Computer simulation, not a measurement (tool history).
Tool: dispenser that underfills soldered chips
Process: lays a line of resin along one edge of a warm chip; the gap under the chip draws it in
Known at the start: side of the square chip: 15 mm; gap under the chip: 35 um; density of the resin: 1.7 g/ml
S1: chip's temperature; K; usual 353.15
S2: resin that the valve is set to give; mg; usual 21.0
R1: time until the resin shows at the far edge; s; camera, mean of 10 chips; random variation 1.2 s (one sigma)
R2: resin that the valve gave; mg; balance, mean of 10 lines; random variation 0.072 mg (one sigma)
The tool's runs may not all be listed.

run     day      S1    S2     R1     R2
  1   0.000  353.15  21.0  127.0  20.46
  2   0.342  353.15  25.1  179.4  24.38
      0.433  -- new syringe of resin
  3   0.700  353.15  25.1  127.3  24.33
      1.121  -- new syringe of resin
  4   1.217  353.15  21.0  108.2  20.30
  5   1.458  353.15  21.0  137.4  20.30
      1.817  -- new syringe of resin
  6   1.867  353.15  21.0  103.1  20.17
  7   2.196  353.15  21.0  146.7  20.04
      2.500  -- new syringe of resin
  8   2.642  353.15  21.0  113.8  19.91
  9   2.996  353.15  21.0  165.3  19.91
      3.192  -- new syringe of resin
 10   3.479  353.15  21.0  134.2  19.86
      3.888  -- new syringe of resin
 11   3.908  367.15  21.0   56.9  19.73
 12   4.267  367.15  21.0   84.9  19.67
      4.571  -- new syringe of resin
 13   4.650  367.15  21.0   62.0  19.57
      5.021  -- dispensing valve cleaned and set on the balance
 14   5.054  367.15  21.0   89.9  21.08
      5.292  -- new syringe of resin
 15   5.358  367.15  21.0   58.8  20.81
 16   5.617  367.15  21.0   77.5  20.81
 17   5.896  353.15  22.0  182.3  22.00
      5.983  -- new syringe of resin
 18   6.308  344.15  26.0  195.7  25.87
      6.662  -- new syringe of resin
 19   6.688  344.15  26.0  138.5  25.70
 20   6.942  354.15  24.9  120.4  24.47
 21   7.300  353.15  20.4  189.2  19.99
      7.342  -- new syringe of resin
 22   7.742  347.15  24.6  185.0  24.01
      8.033  -- new syringe of resin
 23   8.212  347.15  24.6  145.1  23.88
      8.729  -- new syringe of resin
 24   8.754  343.15  21.2  147.8  20.54
 25   9.133  343.15  21.2  219.4  20.62
 26   9.358  364.15  20.0  120.4  19.28
      9.421  -- new syringe of resin
 27   9.688  365.15  17.8   81.0  17.05
     10.096  -- new syringe of resin
 28  10.129  365.15  17.8   62.4  17.04
 29  10.438  365.15  19.9   82.5  18.96
     10.775  -- new syringe of resin
 30  10.846  350.15  19.8  113.9  18.78
 31  11.325  363.15  26.5  110.0  25.14
     11.458  -- new syringe of resin
 32  11.633  344.15  21.2  161.3  19.93
 33  12.000  368.15  20.2   90.5  18.90
     12.138  -- new syringe of resin
 34  12.438  366.15  19.4   79.8  18.24

Measured less the same run without the tool's hidden state. The same run-to-run variation is in both; the gauge's scatter may not be:
The hidden state here: resin's viscosity, % of fresh resin's; dose that the valve gives, % of what is set; true chip temperature over the reading, C; drift of the gauge itself on fill_s, %; drift of the gauge itself on given_mg, %.
run     R1     R2
  1  +15.4  -0.54
  2  +69.2  -0.72
  3  +17.4  -0.81
  4   -2.6  -0.77
  5  +28.2  -0.81
  6   -8.5  -0.89
  7  +34.8  -0.94
  8   +2.0  -1.03
  9  +53.8  -1.09
 10  +22.8  -1.18
 11   -5.2  -1.26
 12  +21.6  -1.32
 13   -1.6  -1.40
 14  +26.3  +0.04
 15   -4.2  -0.02
 16  +14.5  -0.07
 17  +70.7  -0.13
 18  +34.5  -0.25
 19  -20.4  -0.33
 20  +15.8  -0.37
 21  +76.4  -0.38
 22  +40.6  -0.54
 23   +5.1  -0.64
 24  -23.6  -0.66
 25  +49.1  -0.73
 26  +48.1  -0.72
 27   +9.8  -0.69
 28   -8.3  -0.76
 29  +14.6  -0.90
 30  -11.8  -0.96
 31  +37.5  -1.40
 32   -2.0  -1.18
 33  +29.9  -1.19
 34  +12.6  -1.22

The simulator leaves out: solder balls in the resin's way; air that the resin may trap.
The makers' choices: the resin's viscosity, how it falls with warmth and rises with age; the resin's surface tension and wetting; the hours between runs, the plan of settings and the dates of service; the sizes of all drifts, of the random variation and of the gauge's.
